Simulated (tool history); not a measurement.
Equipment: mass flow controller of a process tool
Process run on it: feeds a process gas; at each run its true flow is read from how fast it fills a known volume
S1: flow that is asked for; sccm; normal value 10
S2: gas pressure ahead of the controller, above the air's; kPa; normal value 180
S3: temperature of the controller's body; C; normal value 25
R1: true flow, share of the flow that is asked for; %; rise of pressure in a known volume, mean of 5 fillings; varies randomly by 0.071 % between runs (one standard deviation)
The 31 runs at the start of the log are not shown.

run    hour  S1   S2  S3      R1
 32  3052.2  13  160  25   98.47
     3064.5  -- controller's zero set anew, once more
 33  3162.5   4  194  25  100.26
 34  3254.1   4  194  25  100.02
 35  3369.3   7  249  24   99.96
 36  3495.3   5  180  25  100.16
 37  3563.7  10  197  33   99.83
 38  3627.7  10  177  25  100.38
 39  3761.6   9  180  31   99.88
 40  3865.4  12  202  31   99.87
 41  3971.5   9  261  31   99.41
 42  4033.2   9  261  31   99.46
 43  4095.9   9  261  31   99.31
 44  4241.4   9  261  31   99.32
 45  4307.7   4  276  26   98.92
 46  4375.1   4  276  26   98.90
 47  4482.9   9  158  35   99.53
 48  4581.2   3  147  25   99.18

Each row is a separate what-if for the run after 48, all from the same tool condition, not one after another. Results?
  A  4723.5   3  188  25   ?
  B  4723.5   2  168  25   ?
  C  4723.5  15  254  22   ?
  D  4723.5   3  177  26   ?

run      R1
  A   98.97
  B   98.17
  C  100.16
  D   98.82
Had the tool no hidden state, the same runs would have come out as:
run     R1
  A  99.94
  B  99.94
  C  99.85
  D  99.79
